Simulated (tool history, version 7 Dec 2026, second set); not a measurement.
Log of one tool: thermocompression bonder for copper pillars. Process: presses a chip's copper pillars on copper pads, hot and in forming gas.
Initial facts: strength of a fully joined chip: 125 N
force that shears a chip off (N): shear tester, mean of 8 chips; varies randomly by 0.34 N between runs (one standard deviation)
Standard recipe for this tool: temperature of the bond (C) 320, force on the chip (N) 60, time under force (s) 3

run	hour	temperature of the bond (C)	force on the chip (N)	time under force (s)	force that shears a chip off (N)
1	0	320	60	3	47.6
2	19.2	320	60	3	47.5
3	35.5	320	60	3	47.5
4	53.8	320	60	3	47.3
5	67.8	320	60	3	47.3
6	85.1	320	60	3	47
7	95.9	320	60	3	47.1
8	117.2	320	60	3	47
9	133.4	320	60	5	56.8
# hour 140.9: forming gas filter changed
10	146	320	60	5	58.7
11	158	320	60	5	59.1
12	174.9	320	60	5	58.9
13	188	320	60	3	49

Run 14, settings as shown, results not yet in. Your forecast:
14	201.3	327	49	7	?

Run 14 came out at force that shears a chip off (N) 59.2.
Had the tool carried no hidden state, the very same run would have given force that shears a chip off (N) 56.9.
